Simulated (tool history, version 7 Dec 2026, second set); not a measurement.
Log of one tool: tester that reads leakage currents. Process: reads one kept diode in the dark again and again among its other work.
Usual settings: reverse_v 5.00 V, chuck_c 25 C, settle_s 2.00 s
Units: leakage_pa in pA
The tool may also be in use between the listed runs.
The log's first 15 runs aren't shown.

Run 16, hour 866.2: usual settings but reverse_v 1.48 V. Result: leakage_pa 83.82 pA.
Run 17, hour 913.0: usual settings but chuck_c 58 C. Result: leakage_pa 2474.75 pA.
Run 18, hour 959.5: usual settings but settle_s 3.58 s. Result: leakage_pa 165.11 pA.
Run 19, hour 1034.5: usual settings but settle_s 3.58 s. Result: leakage_pa 164.52 pA.
At hour 1076.7: chuck's temperature calibrated.
Run 20, hour 1085.3: usual settings. Result: leakage_pa 165.29 pA.
Run 21, hour 1163.2: usual settings but reverse_v 11.42 V. Result: leakage_pa 261.12 pA.
Run 22, hour 1247.0: usual settings but reverse_v 18.43 V, chuck_c 38 C. Result: leakage_pa 1054.15 pA.
Run 23, hour 1296.8: usual settings but reverse_v 7.85 V, chuck_c 50 C, settle_s 1.72 s. Result: leakage_pa 1727.72 pA.

The next listed run, before its measurement:
Run 24, hour 1357.0: usual settings but reverse_v 7.85 V, chuck_c 50 C, settle_s 1.72 s. Result: leakage_pa ?.

leakage_pa: 1722.15 pA
Without the tool's hidden state the same run would have given leakage_pa 1722.40 pA.

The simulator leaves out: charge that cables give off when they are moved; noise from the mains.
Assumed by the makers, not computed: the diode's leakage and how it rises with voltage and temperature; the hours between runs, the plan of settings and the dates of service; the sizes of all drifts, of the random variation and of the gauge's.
